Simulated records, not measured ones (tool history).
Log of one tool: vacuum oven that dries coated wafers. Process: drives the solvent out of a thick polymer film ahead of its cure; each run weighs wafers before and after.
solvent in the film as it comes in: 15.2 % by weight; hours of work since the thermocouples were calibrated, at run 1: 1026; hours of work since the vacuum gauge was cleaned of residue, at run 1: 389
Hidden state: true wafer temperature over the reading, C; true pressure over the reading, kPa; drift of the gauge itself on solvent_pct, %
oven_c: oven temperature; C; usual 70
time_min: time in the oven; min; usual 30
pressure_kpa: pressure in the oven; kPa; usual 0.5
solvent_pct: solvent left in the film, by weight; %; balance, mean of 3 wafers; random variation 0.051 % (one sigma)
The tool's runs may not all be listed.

run,day,oven_c,time_min,pressure_kpa,hours of work since the thermocouples were calibrated,hours of work since the vacuum gauge was cleaned of residue,solvent_pct
1,0,70,30,0.5,1026,389,0.97
2,0.958,70,43,0.5,1039,401,0.6
3,2.696,70,30,0.5,1061,423,1.03
4,3.692,70,30,0.5,1073,436,1.06
5,4.946,70,31,0.5,1089,452,0.98
6,6.412,70,30,0.5,1108,471,1.04
7,7.442,70,30,0.5,1121,484,1.12
8,8.45,70,30,0.5,1134,497,1.05
9,9.292,70,30,0.5,1145,507,1
10,10.288,70,30,0.5,1157,520,1.11
11,11.075,70,30,0.5,1167,530,1.13
12,12.15,70,30,0.5,1181,544,1.11
# day 12.312: oven's thermocouples calibrated
13,13.608,70,30,0.5,16,561,1.17
14,14.938,70,30,1.741,33,578,1.87
15,15.829,70,30,1.741,45,589,1.86
16,16.912,70,30,1.741,59,603,1.93
17,18.275,55,20,1.548,76,620,6.54
# day 18.454: oven's thermocouples calibrated, once more
18,20.079,70,30,0.984,21,642,1.17
19,21.85,70,30,0.292,43,665,0.75
20,23.4,82,38,1.499,63,685,0.63
21,24.683,82,38,1.499,79,701,0.6

The next listed run, before its measurement:
22,25.679,56,36,0.425,92,714,?

Run 22 gave solvent_pct 2.48 %.
Without the tool's hidden state the same run would have given solvent_pct 2.28 %.
